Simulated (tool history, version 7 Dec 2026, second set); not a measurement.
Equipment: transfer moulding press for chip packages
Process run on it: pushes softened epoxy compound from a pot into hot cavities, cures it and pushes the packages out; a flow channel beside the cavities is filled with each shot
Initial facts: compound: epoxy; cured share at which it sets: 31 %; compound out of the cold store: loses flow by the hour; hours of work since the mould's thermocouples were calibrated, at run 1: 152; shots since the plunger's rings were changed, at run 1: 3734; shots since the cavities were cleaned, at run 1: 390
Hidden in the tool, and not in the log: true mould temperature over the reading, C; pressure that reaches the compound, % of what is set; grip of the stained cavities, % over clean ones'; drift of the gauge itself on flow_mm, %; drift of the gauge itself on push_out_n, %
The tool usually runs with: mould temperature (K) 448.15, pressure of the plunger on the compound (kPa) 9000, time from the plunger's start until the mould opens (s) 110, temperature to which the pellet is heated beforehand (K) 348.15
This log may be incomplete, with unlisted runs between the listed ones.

| run | hour | mould temperature (K) | pressure of the plunger on the compound (kPa) | time from the plunger's start until the mould opens (s) | temperature to which the pellet is heated beforehand (K) | hours of work since the mould's thermocouples were calibrated | shots since the plunger's rings were changed | shots since the cavities were cleaned | incoming compound's hours out of the cold store | length that the compound runs in the flow channel (mm) | greatest force on the pins that push the packages out (N) |
|---|---|---|---|---|---|---|---|---|---|---|---|
| 1 | 0.0 | 448.15 | 9000 | 110 | 348.15 | 152 | 3734 | 390 | 34.0 | 791 | 630 |
|  | 9.8 | cavities cleaned with cleaning compound and waxed |
| 2 | 52.2 | 448.15 | 9000 | 110 | 348.15 | 183 | 4235 | 419 | 41.1 | 767 | 829 |
|  | 59.2 | cavities cleaned with cleaning compound and waxed |
| 3 | 93.4 | 448.15 | 9000 | 110 | 348.15 | 207 | 4628 | 339 | 44.6 | 735 | 595 |
|  | 107.0 | cavities cleaned with cleaning compound and waxed |
| 4 | 123.6 | 448.15 | 9000 | 110 | 348.15 | 225 | 4911 | 164 | 12.5 | 907 | 529 |
|  | 153.9 | cavities cleaned with cleaning compound and waxed |
|  | 161.8 | plunger's sealing rings changed |
|  | 167.7 | cavities cleaned with cleaning compound and waxed, once more |
| 5 | 173.7 | 448.15 | 9000 | 110 | 348.15 | 252 | 103 | 60 | 18.4 | 893 | 435 |
| 6 | 208.0 | 448.15 | 9000 | 110 | 348.15 | 274 | 442 | 399 | 39.0 | 779 | 631 |
|  | 215.0 | cavities cleaned with cleaning compound and waxed |
| 7 | 254.0 | 448.15 | 9000 | 110 | 348.15 | 301 | 882 | 386 | 45.4 | 773 | 626 |
|  | 263.1 | cavities cleaned with cleaning compound and waxed |
|  | 308.3 | cavities cleaned with cleaning compound and waxed |
| 8 | 315.1 | 448.15 | 9000 | 110 | 348.15 | 337 | 1456 | 67 | 32.2 | 823 | 445 |
|  | 355.2 | cavities cleaned with cleaning compound and waxed |
| 9 | 355.2 | 448.15 | 9000 | 103 | 348.15 | 360 | 1838 | 0 | 21.0 | 871 | 415 |
|  | 401.1 | cavities cleaned with cleaning compound and waxed |
| 10 | 415.7 | 448.15 | 9000 | 103 | 348.15 | 397 | 2421 | 144 | 23.4 | 849 | 523 |
|  | 447.6 | cavities cleaned with cleaning compound and waxed |
| 11 | 447.6 | 448.15 | 9000 | 103 | 348.15 | 415 | 2722 | 0 | 34.5 | 804 | 389 |
|  | 494.6 | cavities cleaned with cleaning compound and waxed |
| 12 | 504.9 | 448.15 | 9000 | 99 | 348.15 | 450 | 3273 | 102 | 36.4 | 787 | 505 |
|  | 540.7 | cavities cleaned with cleaning compound and waxed |
| 13 | 553.1 | 448.15 | 9000 | 99 | 348.15 | 478 | 3735 | 123 | 39.5 | 771 | 501 |
| 14 | 577.1 | 448.15 | 9000 | 132 | 352.15 | 493 | 3972 | 360 | 29.8 | 816 | 569 |
|  | 587.6 | cavities cleaned with cleaning compound and waxed |
|  | 635.1 | cavities cleaned with cleaning compound and waxed |
| 15 | 638.0 | 448.15 | 8210 | 110 | 343.15 | 529 | 4545 | 29 | 31.1 | 759 | 413 |
| 16 | 674.4 | 448.15 | 7370 | 110 | 343.15 | 551 | 4904 | 388 | 21.0 | 773 | 623 |
|  | 685.0 | cavities cleaned with cleaning compound and waxed |
|  | 714.6 | mould's thermocouples calibrated |
|  | 717.1 | plunger's sealing rings changed |
| 17 | 728.1 | 448.15 | 7370 | 110 | 343.15 | 7 | 108 | 382 | 38.9 | 729 | 659 |
|  | 738.9 | cavities cleaned with cleaning compound and waxed |
|  | 785.0 | cavities cleaned with cleaning compound and waxed |
| 18 | 785.0 | 448.15 | 8080 | 110 | 343.15 | 40 | 642 | 0 | 35.4 | 779 | 378 |
|  | 832.1 | cavities cleaned with cleaning compound and waxed |
| 19 | 842.3 | 445.15 | 8310 | 110 | 348.15 | 74 | 1193 | 101 | 31.0 | 809 | 521 |
| 20 | 868.2 | 441.15 | 10180 | 110 | 348.15 | 90 | 1449 | 357 | 11.8 | 1028 | 874 |
|  | 877.8 | cavities cleaned with cleaning compound and waxed |
| 21 | 902.8 | 441.15 | 10180 | 110 | 348.15 | 110 | 1776 | 247 | 45.2 | 822 | 723 |
|  | 926.1 | cavities cleaned with cleaning compound and waxed |
| 22 | 945.2 | 441.15 | 10180 | 110 | 348.15 | 136 | 2180 | 189 | 46.5 | 829 | 669 |
|  | 971.4 | cavities cleaned with cleaning compound and waxed |
| 23 | 998.2 | 441.15 | 10180 | 110 | 348.15 | 167 | 2689 | 264 | 45.9 | 823 | 748 |
|  | 1017.6 | cavities cleaned with cleaning compound and waxed |
| 24 | 1054.4 | 441.15 | 10180 | 110 | 348.15 | 201 | 3230 | 364 | 42.5 | 838 | 813 |
|  | 1066.1 | cavities cleaned with cleaning compound and waxed |
| 25 | 1084.5 | 440.15 | 9000 | 116 | 351.15 | 219 | 3513 | 182 | 15.3 | 933 | 748 |

Some steps in length that the compound runs in the flow channel (mm) between neighbouring runs. How much of each would the tool show without its hidden state too (settings, what came in, random variation), and how much is left for the hidden state, with any gauge scatter that isn't in both results?
Run 4 -> 5: cavities cleaned with cleaning compound and waxed, plunger's sealing rings changed, cavities cleaned with cleaning compound and waxed, once more. length that the compound runs in the flow channel (mm) -14: hidden state +40, all else -54.
Run 16 -> 17: cavities cleaned with cleaning compound and waxed, mould's thermocouples calibrated, plunger's sealing rings changed. length that the compound runs in the flow channel (mm) -44: hidden state +41, all else -85.
Run 19 -> 20: mould temperature (K) 445.15 -> 441.15, pressure of the plunger on the compound (kPa) 8310 -> 10180. length that the compound runs in the flow channel (mm) +219: hidden state -4, all else +223.
Run 20 -> 21: cavities cleaned with cleaning compound and waxed. length that the compound runs in the flow channel (mm) -206: hidden state -1, all else -205.
